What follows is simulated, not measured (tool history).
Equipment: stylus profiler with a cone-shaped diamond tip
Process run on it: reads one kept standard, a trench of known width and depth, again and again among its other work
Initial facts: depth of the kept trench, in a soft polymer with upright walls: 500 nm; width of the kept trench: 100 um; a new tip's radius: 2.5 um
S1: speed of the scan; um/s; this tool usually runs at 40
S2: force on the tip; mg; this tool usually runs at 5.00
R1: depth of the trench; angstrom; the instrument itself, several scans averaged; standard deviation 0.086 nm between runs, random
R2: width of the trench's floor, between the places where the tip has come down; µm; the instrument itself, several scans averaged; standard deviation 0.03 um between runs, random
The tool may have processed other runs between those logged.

Run 1, hour 0.0: usual settings. Result: R1 5127.3 angstrom, R2 96.85 µm.
Run 2, hour 55.8: usual settings. Result: R1 5129.2 angstrom, R2 96.88 µm.
Run 3, hour 100.2: usual settings but S2 8.48 mg. Result: R1 5183.0 angstrom, R2 96.92 µm.
Run 4, hour 150.0: usual settings but S2 8.48 mg. Result: R1 5182.8 angstrom, R2 96.87 µm.
Run 5, hour 195.6: usual settings but S2 8.48 mg. Result: R1 5180.7 angstrom, R2 96.88 µm.
Run 6, hour 238.0: usual settings but S1 31 um/s. Result: R1 5126.6 angstrom, R2 96.90 µm.
Run 7, hour 304.7: usual settings but S1 31 um/s. Result: R1 5128.3 angstrom, R2 96.92 µm.
Run 8, hour 378.4: usual settings but S1 31 um/s. Result: R1 5128.2 angstrom, R2 96.86 µm.
Run 9, hour 413.2: usual settings but S1 74 um/s. Result: R1 5127.8 angstrom, R2 96.74 µm.
Run 10, hour 455.5: usual settings but S1 74 um/s. Result: R1 5127.2 angstrom, R2 96.70 µm.
Run 11, hour 496.3: usual settings but S1 15 um/s. Result: R1 5127.5 angstrom, R2 96.94 µm.
Run 12, hour 542.2: usual settings but S1 46 um/s. Result: R1 5125.7 angstrom, R2 96.80 µm.
Run 13, hour 598.7: usual settings but S1 46 um/s. Result: R1 5127.4 angstrom, R2 96.81 µm.
Run 14, hour 652.0: usual settings but S1 46 um/s. Result: R1 5127.2 angstrom, R2 96.80 µm.
Run 15, hour 698.9: usual settings but S1 89 um/s, S2 2.37 mg. Result: R1 5077.1 angstrom, R2 96.59 µm.
Run 16, hour 737.6: usual settings but S1 130 um/s. Result: R1 5127.1 angstrom, R2 96.53 µm.
Run 17, hour 812.2: usual settings but S1 23 um/s, S2 10.38 mg. Result: R1 5207.8 angstrom, R2 96.93 µm.
Run 18, hour 855.8: usual settings but S1 23 um/s, S2 10.38 mg. Result: R1 5209.6 angstrom, R2 96.90 µm.
Run 19, hour 930.2: usual settings but S1 114 um/s, S2 10.96 mg. Result: R1 5216.4 angstrom, R2 96.71 µm.
Run 20, hour 964.2: usual settings but S1 104 um/s, S2 3.07 mg. Result: R1 5092.7 angstrom, R2 96.54 µm.
Run 21, hour 1039.6: usual settings but S1 22 um/s, S2 6.80 mg. Result: R1 5156.5 angstrom, R2 96.97 µm.
Run 22, hour 1081.2: usual settings but S1 22 um/s, S2 6.80 mg. Result: R1 5157.1 angstrom, R2 96.92 µm.
Run 23, hour 1133.4: usual settings but S2 9.64 mg. Result: R1 5197.3 angstrom, R2 96.88 µm.
Run 24, hour 1203.7: usual settings but S1 14 um/s, S2 9.64 mg. Result: R1 5197.9 angstrom, R2 96.97 µm.

5 options for the next run, each taken on its own from the tool as it stands now. Forecast them:
Run A, hour 1244.6: usual settings but S1 46 um/s, S2 6.01 mg. Result: R1 ?, R2 ?.
Run B, hour 1244.6: usual settings but S1 21 um/s, S2 8.47 mg. Result: R1 ?, R2 ?.
Run C, hour 1244.6: usual settings but S1 14 um/s, S2 11.89 mg. Result: R1 ?, R2 ?.
Run D, hour 1244.6: usual settings but S1 13 um/s, S2 2.18 mg. Result: R1 ?, R2 ?.
Run E, hour 1244.6: usual settings but S1 24 um/s, S2 6.76 mg. Result: R1 ?, R2 ?.

run      R1     R2
  A  5144.8  96.86
  B  5183.4  96.90
  C  5229.0  96.92
  D  5073.0  96.89
  E  5156.3  96.90
With no hidden state in the tool, these same runs would have given:
run      R1     R2
  A  5144.7  96.89
  B  5183.2  96.92
  C  5228.9  96.94
  D  5072.9  96.92
  E  5156.2  96.92
